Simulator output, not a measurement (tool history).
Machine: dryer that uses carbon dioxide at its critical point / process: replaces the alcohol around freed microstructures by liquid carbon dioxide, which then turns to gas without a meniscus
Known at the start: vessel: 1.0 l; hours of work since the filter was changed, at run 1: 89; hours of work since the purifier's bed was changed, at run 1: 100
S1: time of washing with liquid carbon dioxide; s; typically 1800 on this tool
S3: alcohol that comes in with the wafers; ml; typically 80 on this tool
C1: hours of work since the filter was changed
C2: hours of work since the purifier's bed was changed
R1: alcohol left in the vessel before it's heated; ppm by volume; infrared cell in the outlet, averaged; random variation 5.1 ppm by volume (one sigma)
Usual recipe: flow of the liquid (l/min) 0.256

run 1 hour=0.0 | S1=1800 flow_of_the_liquid_(l/min)=0.256 S3=80 | C1=89 C2=100 | R1=86
run 2 hour=7.9 | S1=1800 flow_of_the_liquid_(l/min)=0.341 S3=80 | C1=92 C2=103 | R1=23
run 3 hour=13.1 | S1=1800 flow_of_the_liquid_(l/min)=0.341 S3=80 | C1=94 C2=105 | R1=22
run 4 hour=19.0 | S1=1800 flow_of_the_liquid_(l/min)=0.341 S3=80 | C1=96 C2=107 | R1=22
run 5 hour=28.0 | S1=1800 flow_of_the_liquid_(l/min)=0.321 S3=80 | C1=99 C2=110 | R1=34
run 6 hour=33.6 | S1=1800 flow_of_the_liquid_(l/min)=0.321 S3=51 | C1=101 C2=112 | R1=29
run 7 hour=42.4 | S1=1800 flow_of_the_liquid_(l/min)=0.254 S3=51 | C1=105 C2=115 | R1=80
run 8 hour=46.1 | S1=1800 flow_of_the_liquid_(l/min)=0.256 S3=88 | C1=106 C2=117 | R1=118
run 9 hour=52.7 | S1=1800 flow_of_the_liquid_(l/min)=0.256 S3=88 | C1=108 C2=119 | R1=120
run 10 hour=57.4 | S1=1800 flow_of_the_liquid_(l/min)=0.256 S3=80 | C1=110 C2=121 | R1=103
run 11 hour=63.5 | S1=1800 flow_of_the_liquid_(l/min)=0.256 S3=80 | C1=112 C2=123 | R1=110
run 12 hour=69.0 | S1=1800 flow_of_the_liquid_(l/min)=0.256 S3=80 | C1=114 C2=125 | R1=103
run 13 hour=77.5 | S1=1800 flow_of_the_liquid_(l/min)=0.256 S3=80 | C1=118 C2=128 | R1=112
run 14 hour=82.2 | S1=1800 flow_of_the_liquid_(l/min)=0.256 S3=80 | C1=119 C2=130 | R1=114
run 15 hour=89.8 | S1=1800 flow_of_the_liquid_(l/min)=0.361 S3=80 | C1=122 C2=133 | R1=27
run 16 hour=96.3 | S1=1800 flow_of_the_liquid_(l/min)=0.361 S3=80 | C1=124 C2=135 | R1=29
run 17 hour=104.8 | S1=1800 flow_of_the_liquid_(l/min)=0.361 S3=80 | C1=128 C2=138 | R1=25
run 18 hour=109.4 | S1=1800 flow_of_the_liquid_(l/min)=0.297 S3=80 | C1=129 C2=140 | R1=56
run 19 hour=117.5 | S1=1800 flow_of_the_liquid_(l/min)=0.297 S3=80 | C1=132 C2=143 | R1=57
run 20 hour=123.4 | S1=2760 flow_of_the_liquid_(l/min)=0.256 S3=80 | C1=134 C2=145 | R1=21
run 21 hour=132.2 | S1=1800 flow_of_the_liquid_(l/min)=0.256 S3=80 | C1=138 C2=148 | R1=123
run 22 hour=139.2 | S1=1800 flow_of_the_liquid_(l/min)=0.256 S3=80 | C1=140 C2=151 | R1=123
run 23 hour=146.2 | S1=1800 flow_of_the_liquid_(l/min)=0.256 S3=80 | C1=143 C2=153 | R1=122
run 24 hour=153.1 | S1=1800 flow_of_the_liquid_(l/min)=0.256 S3=80 | C1=145 C2=156 | R1=131
run 25 hour=161.8 | S1=1800 flow_of_the_liquid_(l/min)=0.256 S3=80 | C1=148 C2=159 | R1=130
run 26 hour=168.4 | S1=1800 flow_of_the_liquid_(l/min)=0.219 S3=38 | C1=151 C2=162 | R1=154
run 27 hour=172.3 | S1=1740 flow_of_the_liquid_(l/min)=0.403 S3=35 | C1=152 C2=163 | R1=25
run 28 hour=178.8 | S1=2700 flow_of_the_liquid_(l/min)=0.256 S3=36 | C1=155 C2=165 | R1=14
run 29 hour=183.9 | S1=1800 flow_of_the_liquid_(l/min)=0.169 S3=80 | C1=157 C2=167 | R1=1051
run 30 hour=189.5 | S1=2160 flow_of_the_liquid_(l/min)=0.192 S3=64 | C1=159 C2=169 | R1=185
run 31 hour=198.4 | S1=1800 flow_of_the_liquid_(l/min)=0.188 S3=114 | C1=162 C2=173 | R1=919
run 32 hour=202.9 | S1=1800 flow_of_the_liquid_(l/min)=0.192 S3=114 | C1=164 C2=174 | R1=882
-- hour=209.0 inlet filter changed
run 33 hour=210.1 | S1=1980 flow_of_the_liquid_(l/min)=0.300 S3=56 | C1=0 C2=176 | R1=33
run 34 hour=218.4 | S1=1680 flow_of_the_liquid_(l/min)=0.204 S3=103 | C1=3 C2=180 | R1=422
run 35 hour=223.1 | S1=1800 flow_of_the_liquid_(l/min)=0.340 S3=30 | C1=5 C2=181 | R1=15
run 36 hour=232.3 | S1=1800 flow_of_the_liquid_(l/min)=0.340 S3=30 | C1=9 C2=185 | R1=23
run 37 hour=239.4 | S1=1560 flow_of_the_liquid_(l/min)=0.256 S3=33 | C1=11 C2=187 | R1=84
run 38 hour=247.5 | S1=1620 flow_of_the_liquid_(l/min)=0.256 S3=96 | C1=14 C2=190 | R1=153
run 39 hour=252.6 | S1=1140 flow_of_the_liquid_(l/min)=0.315 S3=53 | C1=16 C2=192 | R1=200
run 40 hour=256.3 | S1=1140 flow_of_the_liquid_(l/min)=0.207 S3=53 | C1=17 C2=193 | R1=1201
run 41 hour=260.9 | S1=1140 flow_of_the_liquid_(l/min)=0.207 S3=25 | C1=19 C2=195 | R1=586
run 42 hour=264.9 | S1=2700 flow_of_the_liquid_(l/min)=0.299 S3=109 | C1=20 C2=197 | R1=20
run 43 hour=270.1 | S1=2100 flow_of_the_liquid_(l/min)=0.188 S3=80 | C1=22 C2=198 | R1=155
run 44 hour=275.5 | S1=2100 flow_of_the_liquid_(l/min)=0.188 S3=80 | C1=24 C2=200 | R1=162
run 45 hour=284.2 | S1=2100 flow_of_the_liquid_(l/min)=0.188 S3=80 | C1=28 C2=204 | R1=168
run 46 hour=289.2 | S1=2220 flow_of_the_liquid_(l/min)=0.400 S3=44 | C1=29 C2=205 | R1=25
run 47 hour=293.1 | S1=2100 flow_of_the_liquid_(l/min)=0.400 S3=80 | C1=31 C2=207 | R1=25

What if the next run were any one of these 4? Each begins from the tool's condition after run 47:
run A hour=297.0 | S1=1800 flow_of_the_liquid_(l/min)=0.343 S3=41 | C1=32 C2=208 | R1=?
run B hour=297.0 | S1=2220 flow_of_the_liquid_(l/min)=0.260 S3=54 | C1=32 C2=208 | R1=?
run C hour=297.0 | S1=1800 flow_of_the_liquid_(l/min)=0.168 S3=80 | C1=32 C2=208 | R1=?
run D hour=297.0 | S1=2520 flow_of_the_liquid_(l/min)=0.329 S3=89 | C1=32 C2=208 | R1=?

run=A R1=28
run=B R1=27
run=C R1=636
run=D R1=22
Stripped of hidden state, with their random variation kept, the same runs would have yielded:
run=A R1=9
run=B R1=8
run=C R1=545
run=D R1=4
